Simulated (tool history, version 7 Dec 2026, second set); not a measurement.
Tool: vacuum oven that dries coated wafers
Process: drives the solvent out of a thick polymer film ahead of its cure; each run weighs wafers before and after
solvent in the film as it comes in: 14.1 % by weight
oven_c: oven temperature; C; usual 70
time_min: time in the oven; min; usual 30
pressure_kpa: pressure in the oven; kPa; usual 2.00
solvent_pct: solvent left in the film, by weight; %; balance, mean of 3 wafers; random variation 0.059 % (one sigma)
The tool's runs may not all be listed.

run	hour	oven_c	time_min	pressure_kpa	solvent_pct
1	0.0	70	30	2.00	3.36
2	27.9	70	30	2.00	3.38
3	66.8	70	30	2.00	3.35
4	92.9	70	30	2.00	3.33
5	126.9	70	30	2.00	3.43
6	153.8	70	30	4.77	7.35
7	185.3	70	30	1.57	2.75
8	228.9	70	30	2.00	3.38
9	284.1	70	30	2.00	3.58
10	322.5	70	30	2.00	3.44
11	346.9	70	30	2.00	3.53
12	371.4	58	27	5.04	13.23
13	407.7	58	27	5.04	13.50
14	439.8	58	27	5.04	13.48
15	491.5	67	30	1.57	3.61
16	517.8	79	18	5.50	6.22
17	548.6	75	30	7.57	9.35
18	598.5	70	27	2.00	3.81
19	653.4	65	28	2.00	4.90
20	695.8	65	28	2.00	5.03
21	740.4	65	28	2.00	4.98
22	778.9	70	50	5.80	9.32

3 ways to go on from here, each from the tool as it stands after run 22. What would each give?
A	809.4	70	50	3.39	?
B	809.4	70	48	2.00	?
C	809.4	70	34	5.74	?

run	solvent_pct
A	5.51
B	3.22
C	9.05
Without the tool's hidden state the same runs would have given:
run	solvent_pct
A	4.85
B	2.71
C	8.16
